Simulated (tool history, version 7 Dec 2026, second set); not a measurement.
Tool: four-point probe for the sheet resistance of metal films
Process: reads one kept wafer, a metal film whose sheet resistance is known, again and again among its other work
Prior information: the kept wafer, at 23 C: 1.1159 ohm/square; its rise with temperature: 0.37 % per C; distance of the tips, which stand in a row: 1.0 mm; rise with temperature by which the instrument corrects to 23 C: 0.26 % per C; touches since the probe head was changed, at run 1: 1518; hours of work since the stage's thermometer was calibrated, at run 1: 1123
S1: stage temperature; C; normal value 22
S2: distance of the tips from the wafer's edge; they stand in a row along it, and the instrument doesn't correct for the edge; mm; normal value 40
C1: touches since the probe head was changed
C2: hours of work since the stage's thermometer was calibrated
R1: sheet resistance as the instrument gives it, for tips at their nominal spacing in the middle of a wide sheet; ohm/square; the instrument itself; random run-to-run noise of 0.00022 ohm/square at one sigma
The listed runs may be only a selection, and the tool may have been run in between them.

{"run": 1, "hour": 0.0, "S1": 22, "S2": 40, "C1": 1518, "C2": 1123, "R1": 1.114156}
{"run": 2, "hour": 59.5, "S1": 22, "S2": 40, "C1": 2616, "C2": 1159, "R1": 1.113749}
{"run": 3, "hour": 125.9, "S1": 22, "S2": 40, "C1": 3842, "C2": 1199, "R1": 1.113862}
{"run": 4, "hour": 218.4, "S1": 22, "S2": 40, "C1": 5548, "C2": 1255, "R1": 1.114007}
{"run": 5, "hour": 323.8, "S1": 22, "S2": 40, "C1": 7493, "C2": 1319, "R1": 1.114162}
{"run": 6, "hour": 406.8, "S1": 29, "S2": 40, "C1": 9026, "C2": 1369, "R1": 1.122726}
{"run": 7, "hour": 483.2, "S1": 29, "S2": 40, "C1": 10435, "C2": 1415, "R1": 1.122864}
{"run": 8, "hour": 539.2, "S1": 22, "S2": 40, "C1": 11470, "C2": 1449, "R1": 1.113681}
{"run": 9, "hour": 607.7, "S1": 22, "S2": 40, "C1": 12734, "C2": 1490, "R1": 1.113741}
{"run": 10, "hour": 655.7, "S1": 26, "S2": 10, "C1": 13619, "C2": 1519, "R1": 1.124875}
{"run": 11, "hour": 740.4, "S1": 26, "S2": 10, "C1": 15183, "C2": 1570, "R1": 1.124965}
{"run": 12, "hour": 832.0, "S1": 34, "S2": 55, "C1": 16873, "C2": 1625, "R1": 1.128618}
{"run": 13, "hour": 894.1, "S1": 18, "S2": 26, "C1": 18019, "C2": 1663, "R1": 1.109511}
{"run": 14, "hour": 960.1, "S1": 18, "S2": 26, "C1": 19238, "C2": 1703, "R1": 1.1092}
{"run": 15, "hour": 1013.7, "S1": 18, "S2": 26, "C1": 20226, "C2": 1735, "R1": 1.109035}
{"run": 16, "hour": 1108.2, "S1": 22, "S2": 9, "C1": 21971, "C2": 1792, "R1": 1.120524}
{"run": 17, "hour": 1171.9, "S1": 22, "S2": 9, "C1": 23147, "C2": 1830, "R1": 1.120669}

Alternative continuations, all from the tool just after run 17; predict every row:
{"run": "A", "hour": 1233.5, "S1": 22, "S2": 26, "C1": 24283, "C2": 1868, "R1": "?"}
{"run": "B", "hour": 1233.5, "S1": 31, "S2": 30, "C1": 24283, "C2": 1868, "R1": "?"}
{"run": "C", "hour": 1233.5, "S1": 24, "S2": 14, "C1": 24283, "C2": 1868, "R1": "?"}

run=A R1=1.114053
run=B R1=1.125048
run=C R1=1.11917
Had the tool no hidden state, the same runs would have come out as:
run=A R1=1.115391
run=B R1=1.126504
run=C R1=1.120537

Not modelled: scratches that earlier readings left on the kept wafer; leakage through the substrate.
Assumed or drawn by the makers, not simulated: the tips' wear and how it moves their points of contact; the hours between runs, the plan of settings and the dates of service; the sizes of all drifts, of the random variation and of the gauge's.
